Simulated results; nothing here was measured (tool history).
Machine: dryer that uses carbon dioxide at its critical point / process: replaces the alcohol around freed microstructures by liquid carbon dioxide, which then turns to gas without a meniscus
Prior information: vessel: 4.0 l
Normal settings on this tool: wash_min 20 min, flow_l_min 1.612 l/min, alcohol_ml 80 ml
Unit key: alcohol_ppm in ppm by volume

run	hour	wash_min	flow_l_min	alcohol_ml	alcohol_ppm
1	0.0	20	1.612	80	50
2	7.5	20	1.612	80	48
3	15.4	20	1.612	80	50
4	23.3	20	1.612	80	40
5	29.8	20	1.612	80	57
6	38.7	20	1.612	80	57
7	43.6	20	1.612	28	34
8	52.8	20	1.612	28	34
9	57.5	20	1.612	28	33
10	63.7	20	1.612	28	31
11	69.4	20	1.612	28	38
12	77.3	20	1.612	80	62
13	84.3	16	1.612	80	149
14	89.3	16	1.612	110	190
15	94.8	20	1.612	80	59
16	103.4	20	1.612	80	67
17	110.4	20	1.612	80	67
18	118.5	20	1.612	80	58
19	123.9	20	2.100	80	26
20	131.3	20	2.100	80	27
21	135.8	20	1.612	80	57
22	144.7	20	1.612	80	66
23	153.4	20	1.612	80	72
24	162.2	20	1.612	80	72
25	167.7	31	2.450	84	20
26	174.8	20	1.612	81	67
27	178.9	20	1.612	81	74
28	187.1	13	1.080	33	580
29	191.9	19	2.700	52	28
30	199.7	19	2.700	52	39
31	206.8	20	2.150	106	45
32	215.9	20	1.612	84	80
33	221.9	12	2.050	61	190
34	229.1	22	2.150	83	30
35	237.4	13	1.612	25	155
36	244.5	20	1.640	65	74
37	250.3	20	1.640	65	68
38	258.8	15	2.670	55	42
39	267.9	15	2.670	55	45
40	274.5	15	2.670	55	48
41	279.3	19	0.980	51	396
42	287.7	28	1.130	83	89
43	297.1	18	1.612	47	93
44	304.5	18	1.612	47	91
45	311.4	20	1.612	71	89
46	319.2	18	1.250	36	184
47	328.5	18	1.250	29	154

How would selected steps in alcohol_ppm from run to run divide? Give the signed amount a tool lacking its hidden state would still show from settings, what came in and random variation, and the signed amount left for the hidden state, including any gauge scatter that is not in both of the compared results.
Hidden conditions of the tool in this case: flow that reaches the vessel past the clogged filter, %; alcohol in the recycled carbon dioxide, ppm; drift of the gauge itself on alcohol_ppm, %.
Run 27 -> 28: wash_min 20 -> 13, flow_l_min 1.612 -> 1.080, alcohol_ml 81 -> 33. alcohol_ppm +506 ppm by volume: hidden state +124, all else +382.
Run 28 -> 29: wash_min 13 -> 19, flow_l_min 1.080 -> 2.700, alcohol_ml 33 -> 52. alcohol_ppm -552 ppm by volume: hidden state -145, all else -407.
Run 40 -> 41: wash_min 15 -> 19, flow_l_min 2.670 -> 0.980, alcohol_ml 55 -> 51. alcohol_ppm +348 ppm by volume: hidden state +139, all else +209.
